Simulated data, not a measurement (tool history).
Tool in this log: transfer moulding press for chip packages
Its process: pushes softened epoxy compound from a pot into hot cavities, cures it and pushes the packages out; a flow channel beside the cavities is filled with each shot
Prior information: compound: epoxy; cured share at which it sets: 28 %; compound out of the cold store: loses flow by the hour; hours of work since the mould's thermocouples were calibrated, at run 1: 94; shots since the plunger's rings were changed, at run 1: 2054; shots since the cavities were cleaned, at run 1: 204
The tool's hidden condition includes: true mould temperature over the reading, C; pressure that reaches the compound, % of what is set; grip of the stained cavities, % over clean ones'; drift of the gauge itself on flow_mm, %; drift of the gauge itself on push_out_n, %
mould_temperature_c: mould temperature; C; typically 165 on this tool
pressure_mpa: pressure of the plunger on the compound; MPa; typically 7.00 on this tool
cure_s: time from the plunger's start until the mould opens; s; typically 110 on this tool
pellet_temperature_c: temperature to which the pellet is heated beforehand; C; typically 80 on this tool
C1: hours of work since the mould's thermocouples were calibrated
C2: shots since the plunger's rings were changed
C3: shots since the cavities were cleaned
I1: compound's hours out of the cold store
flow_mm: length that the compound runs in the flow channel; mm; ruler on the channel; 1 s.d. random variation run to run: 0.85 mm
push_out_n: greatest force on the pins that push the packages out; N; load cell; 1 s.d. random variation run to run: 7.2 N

Run 1, hour 0.0: usual settings; C1 94; C2 2054; C3 204; I1 23.1. Result: flow_mm 592.6 mm, push_out_n 307 N.
Run 2, hour 15.4: usual settings; C1 104; C2 2227; C3 377; I1 13.2. Result: flow_mm 607.6 mm, push_out_n 311 N.
Run 3, hour 25.0: usual settings; C1 111; C2 2335; C3 485; I1 33.8. Result: flow_mm 573.5 mm, push_out_n 323 N.
Run 4, hour 36.0: usual settings but cure_s 103 s; C1 119; C2 2459; C3 609; I1 17.2. Result: flow_mm 601.7 mm, push_out_n 358 N.
At hour 50.0: cavities cleaned with cleaning compound and waxed.
Run 5, hour 50.0: usual settings but cure_s 103 s; C1 128; C2 2600; C3 0; I1 33.5. Result: flow_mm 574.4 mm, push_out_n 331 N.
Run 6, hour 59.8: usual settings but pellet_temperature_c 75 C; C1 134; C2 2710; C3 110; I1 27.4. Result: flow_mm 582.4 mm, push_out_n 313 N.
Run 7, hour 77.8: usual settings but pellet_temperature_c 75 C; C1 147; C2 2912; C3 312; I1 45.2. Result: flow_mm 554.4 mm, push_out_n 304 N.
Run 8, hour 90.3: usual settings but pellet_temperature_c 75 C; C1 156; C2 3054; C3 454; I1 45.3. Result: flow_mm 553.0 mm, push_out_n 313 N.
Run 9, hour 103.8: usual settings but pressure_mpa 7.59 MPa; C1 165; C2 3205; C3 605; I1 19.6. Result: flow_mm 620.9 mm, push_out_n 313 N.
At hour 117.9: cavities cleaned with cleaning compound and waxed.
Run 10, hour 119.0: usual settings; C1 175; C2 3359; C3 12; I1 21.6. Result: flow_mm 592.4 mm, push_out_n 308 N.
Run 11, hour 134.3: usual settings; C1 186; C2 3532; C3 185; I1 37.4. Result: flow_mm 564.4 mm, push_out_n 300 N.
At hour 144.4: plunger's sealing rings changed.
Run 12, hour 155.6: usual settings; C1 199; C2 126; C3 396; I1 23.5. Result: flow_mm 590.8 mm, push_out_n 302 N.
Run 13, hour 171.9: usual settings but pressure_mpa 6.35 MPa, pellet_temperature_c 86 C; C1 210; C2 310; C3 580; I1 32.9. Result: flow_mm 547.6 mm, push_out_n 316 N.
Run 14, hour 181.8: usual settings but cure_s 131 s; C1 217; C2 421; C3 691; I1 46.5. Result: flow_mm 552.5 mm, push_out_n 249 N.
At hour 187.7: cavities cleaned with cleaning compound and waxed.
Run 15, hour 202.4: usual settings but cure_s 131 s; C1 231; C2 636; C3 165; I1 15.1. Result: flow_mm 604.0 mm, push_out_n 261 N.
Run 16, hour 218.7: usual settings but mould_temperature_c 167 C, cure_s 95 s, pellet_temperature_c 86 C; C1 242; C2 819; C3 348; I1 18.0. Result: flow_mm 596.1 mm, push_out_n 358 N.
Run 17, hour 234.2: usual settings but mould_temperature_c 168 C, pressure_mpa 6.72 MPa, cure_s 95 s, pellet_temperature_c 86 C; C1 253; C2 994; C3 523; I1 20.7. Result: flow_mm 577.2 mm, push_out_n 336 N.
Run 18, hour 250.3: usual settings but mould_temperature_c 168 C, pressure_mpa 6.72 MPa, cure_s 95 s, pellet_temperature_c 86 C; C1 264; C2 1175; C3 704; I1 45.1. Result: flow_mm 537.6 mm, push_out_n 323 N.
At hour 255.2: cavities cleaned with cleaning compound and waxed.
Run 19, hour 262.1: usual settings but mould_temperature_c 169 C, pressure_mpa 8.23 MPa, cure_s 102 s, pellet_temperature_c 79 C; C1 272; C2 1290; C3 77; I1 37.1. Result: flow_mm 610.6 mm, push_out_n 275 N.

Each row is a separate what-if for the run after 19, all from the same tool condition, not one after another. Results?
Run A, hour 277.8: usual settings but mould_temperature_c 169 C, pressure_mpa 7.56 MPa, cure_s 102 s, pellet_temperature_c 83 C; C1 283; C2 1468; C3 255; I1 8.7. Result: flow_mm ?, push_out_n ?.
Run B, hour 277.8: usual settings but mould_temperature_c 160 C, pressure_mpa 6.65 MPa, cure_s 128 s; C1 283; C2 1468; C3 255; I1 35.7. Result: flow_mm ?, push_out_n ?.
Run C, hour 277.8: usual settings but mould_temperature_c 160 C, pressure_mpa 8.23 MPa, cure_s 129 s, pellet_temperature_c 79 C; C1 283; C2 1468; C3 255; I1 23.9. Result: flow_mm ?, push_out_n ?.
Run D, hour 277.8: usual settings but mould_temperature_c 169 C, pressure_mpa 7.15 MPa, cure_s 144 s, pellet_temperature_c 79 C; C1 283; C2 1468; C3 255; I1 18.5. Result: flow_mm ?, push_out_n ?.
Run E, hour 277.8: usual settings but mould_temperature_c 173 C, pressure_mpa 6.17 MPa, pellet_temperature_c 87 C; C1 283; C2 1468; C3 255; I1 34.7. Result: flow_mm ?, push_out_n ?.

run  flow_mm  push_out_n
  A    634.8         290
  B    561.9         306
  C    647.9         317
  D    600.0         241
  E    525.3         244
With the hidden condition removed and each run's random variation left untouched, the same runs would have given:
run  flow_mm  push_out_n
  A    635.0         287
  B    562.1         303
  C    648.1         314
  D    600.1         239
  E    525.5         242
